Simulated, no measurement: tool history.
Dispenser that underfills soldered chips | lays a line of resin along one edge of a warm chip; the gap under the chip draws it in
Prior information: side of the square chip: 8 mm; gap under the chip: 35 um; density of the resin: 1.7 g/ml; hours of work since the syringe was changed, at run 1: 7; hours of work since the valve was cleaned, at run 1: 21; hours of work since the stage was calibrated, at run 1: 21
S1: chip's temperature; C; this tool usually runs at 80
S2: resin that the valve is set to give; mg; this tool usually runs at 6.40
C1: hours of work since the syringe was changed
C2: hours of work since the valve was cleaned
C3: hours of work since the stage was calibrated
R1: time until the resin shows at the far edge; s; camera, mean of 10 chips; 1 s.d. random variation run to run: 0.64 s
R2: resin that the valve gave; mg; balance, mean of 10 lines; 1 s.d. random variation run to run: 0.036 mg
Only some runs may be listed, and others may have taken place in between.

run 1 hour=0.0 | S1=80 S2=6.40 | C1=7 C2=21 C3=21 | R1=84.8 R2=6.32
run 2 hour=6.2 | S1=80 S2=6.40 | C1=11 C2=25 C3=25 | R1=109.4 R2=6.37
-- hour=7.1 new syringe of resin
run 3 hour=9.8 | S1=80 S2=6.40 | C1=2 C2=27 C3=27 | R1=63.9 R2=6.33
run 4 hour=14.6 | S1=80 S2=6.40 | C1=5 C2=31 C3=31 | R1=75.5 R2=6.34
run 5 hour=17.6 | S1=80 S2=6.40 | C1=7 C2=33 C3=33 | R1=86.2 R2=6.24
run 6 hour=20.9 | S1=80 S2=5.95 | C1=9 C2=35 C3=35 | R1=100.3 R2=5.81
-- hour=24.5 new syringe of resin
run 7 hour=26.1 | S1=80 S2=5.95 | C1=1 C2=38 C3=38 | R1=58.4 R2=5.91
run 8 hour=30.9 | S1=80 S2=5.95 | C1=4 C2=41 C3=41 | R1=70.1 R2=5.85
run 9 hour=35.3 | S1=95 S2=6.40 | C1=7 C2=44 C3=44 | R1=39.2 R2=6.26
run 10 hour=39.7 | S1=95 S2=6.40 | C1=10 C2=47 C3=47 | R1=47.6 R2=6.27
-- hour=41.9 new syringe of resin
run 11 hour=44.9 | S1=95 S2=6.40 | C1=2 C2=51 C3=51 | R1=30.2 R2=6.21
run 12 hour=50.8 | S1=95 S2=6.40 | C1=6 C2=55 C3=55 | R1=37.4 R2=6.23
run 13 hour=54.5 | S1=95 S2=6.40 | C1=8 C2=57 C3=57 | R1=44.2 R2=6.20
run 14 hour=58.3 | S1=95 S2=6.40 | C1=11 C2=60 C3=60 | R1=50.1 R2=6.21
-- hour=59.0 new syringe of resin
run 15 hour=62.8 | S1=95 S2=6.40 | C1=3 C2=62 C3=62 | R1=30.4 R2=6.30
run 16 hour=65.7 | S1=95 S2=6.40 | C1=4 C2=64 C3=64 | R1=33.9 R2=6.18
run 17 hour=69.6 | S1=95 S2=6.40 | C1=7 C2=67 C3=67 | R1=39.8 R2=6.28
run 18 hour=74.3 | S1=95 S2=6.40 | C1=10 C2=70 C3=70 | R1=47.3 R2=6.14
-- hour=76.3 new syringe of resin
run 19 hour=80.4 | S1=70 S2=8.10 | C1=3 C2=74 C3=74 | R1=108.8 R2=7.80
run 20 hour=83.1 | S1=70 S2=8.10 | C1=5 C2=76 C3=76 | R1=121.5 R2=7.85
run 21 hour=87.4 | S1=76 S2=6.06 | C1=7 C2=79 C3=79 | R1=106.5 R2=5.86
run 22 hour=91.8 | S1=92 S2=7.75 | C1=10 C2=82 C3=82 | R1=56.0 R2=7.50
-- hour=94.0 new syringe of resin
run 23 hour=96.3 | S1=75 S2=7.84 | C1=2 C2=85 C3=85 | R1=77.6 R2=7.51
run 24 hour=101.4 | S1=92 S2=6.01 | C1=5 C2=88 C3=88 | R1=40.7 R2=5.77

Forecast run 25:
run 25 hour=105.7 | S1=92 S2=6.01 | C1=8 C2=91 C3=91 | R1=? R2=?

Run 25 gave R1 47.8 s, R2 5.75 mg.
Were there no unlogged condition in the tool, this run, its random variation unchanged, would have produced R1 30.6 s, R2 6.01 mg.
